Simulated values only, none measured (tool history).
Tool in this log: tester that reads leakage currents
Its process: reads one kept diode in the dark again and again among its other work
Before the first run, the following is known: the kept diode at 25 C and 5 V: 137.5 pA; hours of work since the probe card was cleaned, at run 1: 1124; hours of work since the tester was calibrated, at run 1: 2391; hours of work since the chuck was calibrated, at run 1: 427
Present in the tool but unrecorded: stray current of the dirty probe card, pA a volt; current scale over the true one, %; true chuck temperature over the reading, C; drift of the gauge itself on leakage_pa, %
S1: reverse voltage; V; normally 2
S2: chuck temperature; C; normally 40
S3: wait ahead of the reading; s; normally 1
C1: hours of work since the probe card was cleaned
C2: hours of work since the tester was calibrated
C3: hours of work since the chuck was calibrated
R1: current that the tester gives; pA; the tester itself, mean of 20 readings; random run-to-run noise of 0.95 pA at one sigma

run	hour	S1	S2	S3	C1	C2	C3	R1
1	0	2	40	1	1124	2391	427	340.61
2	135	2	23	1	1228	2495	532	79.7
3	320.6	2	40	1	1372	2638	675	350.32
4	426.9	2	40	1	1454	2720	757	356.91
5	508	2	35	1	1516	2783	819	237.41
6	633.3	2	40	1	1613	2880	916	362.08
7	749.9	2	40	1	1703	2970	1006	369.25
# hour 870: probe card cleaned and baked
8	927.8	2	40	1	45	3105	1141	376.76
9	1014.8	2	40	1	112	3172	1208	379.71
10	1182	2	51	1	241	3301	1337	912.28
11	1333.6	2	51	1	358	3418	1454	925.2
# hour 1351.9: chuck's temperature calibrated
12	1485.8	2	51	1	474	3534	103	1003.03
13	1611	3.59	51	1	570	3630	200	1368.56
14	1765.4	3.59	51	1	690	3750	319	1392.48
15	1894	3.59	51	1	789	3849	418	1406.75
16	2041.8	3.59	51	1	903	3963	533	1424.28
17	2198.6	3.59	51	1	1024	4084	654	1445.26
# hour 2259.3: chuck's temperature calibrated, once more
18	2363.6	3.09	40	1	1150	4210	81	402.81
19	2477.1	3.09	40	1	1237	4297	168	411.51

Predict the results of run 20:
20	2565	2	40	1	1305	4365	236	?

Run 20 came out at R1 331.44 pA.
Minus the tool's unlogged condition, the same run would have read R1 315.59 pA.
